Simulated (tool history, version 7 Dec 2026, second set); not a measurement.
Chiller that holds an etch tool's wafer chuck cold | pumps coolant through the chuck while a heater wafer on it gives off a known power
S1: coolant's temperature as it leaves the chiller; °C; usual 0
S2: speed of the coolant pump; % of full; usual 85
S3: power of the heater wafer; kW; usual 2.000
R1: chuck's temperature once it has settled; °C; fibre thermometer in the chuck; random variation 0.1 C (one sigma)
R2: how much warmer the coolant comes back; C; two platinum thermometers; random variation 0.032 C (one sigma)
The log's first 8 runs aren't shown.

run,day,S1,S2,S3,R1,R2
9,7.754,0,85,2.000,13.4,4.18
10,8.438,0,85,2.000,13.3,4.15
# day 8.742: coolant pump overhauled
11,9.538,0,85,2.000,13.5,4.20
12,10.450,0,85,2.973,20.1,6.28
13,11.396,0,85,2.000,13.6,4.21
14,12.696,0,85,2.625,17.9,5.58
15,13.438,0,85,2.625,17.8,5.58
# day 13.979: coolant pump overhauled, once more
16,15.075,0,66,2.000,16.1,5.32
17,15.729,-1,67,1.257,9.1,3.27
18,16.679,9,68,2.000,24.9,5.13
19,17.950,-6,94,1.421,3.2,2.59
20,18.650,3,85,2.611,20.4,5.25
21,19.708,3,85,2.611,20.2,5.28
22,20.662,1,85,1.388,10.3,2.77
23,21.483,-7,75,2.775,13.2,6.47
24,22.500,-5,80,2.559,13.0,5.55
25,23.250,-4,69,1.580,8.5,4.02
26,24.721,6,91,1.880,18.1,3.55
27,25.429,6,91,1.523,16.0,2.84
28,26.850,6,91,1.523,16.1,2.86
29,28.246,2,61,1.052,11.4,3.10
30,29.658,-4,85,2.839,15.2,5.86
31,30.417,-7,85,1.296,2.0,2.59

3 ways to go on from here, each from the tool as it stands after run 31. What would each give?
A,31.742,3,85,1.743,?,?
B,31.742,0,66,2.664,?,?
C,31.742,-8,85,2.329,?,?

run,R1,R2
A,14.9,3.60
B,21.8,7.24
C,8.0,4.77
Without the tool's hidden state the same runs would have given:
run,R1,R2
A,13.0,3.50
B,18.9,7.04
C,5.7,4.64
